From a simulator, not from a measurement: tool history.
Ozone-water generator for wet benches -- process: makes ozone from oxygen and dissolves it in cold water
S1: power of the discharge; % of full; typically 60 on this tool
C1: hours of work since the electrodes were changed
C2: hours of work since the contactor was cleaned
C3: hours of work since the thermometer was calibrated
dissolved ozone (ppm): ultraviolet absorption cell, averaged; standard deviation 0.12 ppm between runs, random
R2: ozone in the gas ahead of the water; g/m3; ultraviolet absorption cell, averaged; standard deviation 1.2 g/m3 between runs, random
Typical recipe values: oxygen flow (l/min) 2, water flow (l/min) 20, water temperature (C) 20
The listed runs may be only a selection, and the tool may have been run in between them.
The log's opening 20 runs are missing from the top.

run 21 hour=594.1 | S1=79 oxygen_flow_(l/min)=1.91 water_flow_(l/min)=19 water_temperature_(C)=15 | C1=1555 C2=5713 C3=651 | dissolved_ozone_(ppm)=13.4 R2=264.8
run 22 hour=613.3 | S1=81 oxygen_flow_(l/min)=1.91 water_flow_(l/min)=16 water_temperature_(C)=15 | C1=1572 C2=5731 C3=669 | dissolved_ozone_(ppm)=16.3 R2=268.7
run 23 hour=640.2 | S1=84 oxygen_flow_(l/min)=1.91 water_flow_(l/min)=13 water_temperature_(C)=15 | C1=1598 C2=5756 C3=694 | dissolved_ozone_(ppm)=20.3 R2=276
run 24 hour=667.4 | S1=88 oxygen_flow_(l/min)=1.39 water_flow_(l/min)=18 water_temperature_(C)=16 | C1=1623 C2=5781 C3=720 | dissolved_ozone_(ppm)=14.1 R2=334.3
run 25 hour=697.8 | S1=63 oxygen_flow_(l/min)=2 water_flow_(l/min)=31 water_temperature_(C)=20 | C1=1651 C2=5810 C3=748 | dissolved_ozone_(ppm)=6.7 R2=223.3
run 26 hour=727.5 | S1=63 oxygen_flow_(l/min)=2 water_flow_(l/min)=31 water_temperature_(C)=20 | C1=1679 C2=5837 C3=776 | dissolved_ozone_(ppm)=6.9 R2=226.2
run 27 hour=760.5 | S1=98 oxygen_flow_(l/min)=2 water_flow_(l/min)=18 water_temperature_(C)=20 | C1=1710 C2=5868 C3=807 | dissolved_ozone_(ppm)=15.8 R2=292.9
run 28 hour=802.4 | S1=98 oxygen_flow_(l/min)=2 water_flow_(l/min)=18 water_temperature_(C)=20 | C1=1749 C2=5907 C3=846 | dissolved_ozone_(ppm)=15.6 R2=295.7
run 29 hour=840.9 | S1=63 oxygen_flow_(l/min)=2 water_flow_(l/min)=12 water_temperature_(C)=20 | C1=1785 C2=5943 C3=882 | dissolved_ozone_(ppm)=17.5 R2=226.1
run 30 hour=876.8 | S1=63 oxygen_flow_(l/min)=2 water_flow_(l/min)=12 water_temperature_(C)=20 | C1=1818 C2=5977 C3=915 | dissolved_ozone_(ppm)=17.3 R2=226.8
run 31 hour=916.4 | S1=42 oxygen_flow_(l/min)=2 water_flow_(l/min)=20 water_temperature_(C)=15 | C1=1855 C2=6014 C3=952 | dissolved_ozone_(ppm)=8.9 R2=177.2
run 32 hour=950.2 | S1=99 oxygen_flow_(l/min)=2 water_flow_(l/min)=20 water_temperature_(C)=15 | C1=1887 C2=6045 C3=984 | dissolved_ozone_(ppm)=14.9 R2=298.8
run 33 hour=974.9 | S1=61 oxygen_flow_(l/min)=2.31 water_flow_(l/min)=17 water_temperature_(C)=15 | C1=1910 C2=6068 C3=1007 | dissolved_ozone_(ppm)=13.4 R2=205.6

Here are 4 independent what-if runs from the current tool condition. What would each one return?
run A hour=1007.9 | S1=61 oxygen_flow_(l/min)=2.31 water_flow_(l/min)=26 water_temperature_(C)=15 | C1=1941 C2=6099 C3=1037 | dissolved_ozone_(ppm)=? R2=?
run B hour=1007.9 | S1=58 oxygen_flow_(l/min)=2.31 water_flow_(l/min)=21 water_temperature_(C)=15 | C1=1941 C2=6099 C3=1037 | dissolved_ozone_(ppm)=? R2=?
run C hour=1007.9 | S1=57 oxygen_flow_(l/min)=2.31 water_flow_(l/min)=12 water_temperature_(C)=15 | C1=1941 C2=6099 C3=1037 | dissolved_ozone_(ppm)=? R2=?
run D hour=1007.9 | S1=54 oxygen_flow_(l/min)=3.13 water_flow_(l/min)=22 water_temperature_(C)=20 | C1=1941 C2=6099 C3=1037 | dissolved_ozone_(ppm)=? R2=?

run=A dissolved_ozone_(ppm)=8.6 R2=204
run=B dissolved_ozone_(ppm)=10.7 R2=198.4
run=C dissolved_ozone_(ppm)=17.7 R2=195.4
run=D dissolved_ozone_(ppm)=9.5 R2=160.8
The same runs, with their run-to-run variation unchanged, on a tool lacking any hidden condition would have given:
run=A dissolved_ozone_(ppm)=8.6 R2=198.9
run=B dissolved_ozone_(ppm)=10.7 R2=193.5
run=C dissolved_ozone_(ppm)=17.7 R2=190.5
run=D dissolved_ozone_(ppm)=9.6 R2=156.8

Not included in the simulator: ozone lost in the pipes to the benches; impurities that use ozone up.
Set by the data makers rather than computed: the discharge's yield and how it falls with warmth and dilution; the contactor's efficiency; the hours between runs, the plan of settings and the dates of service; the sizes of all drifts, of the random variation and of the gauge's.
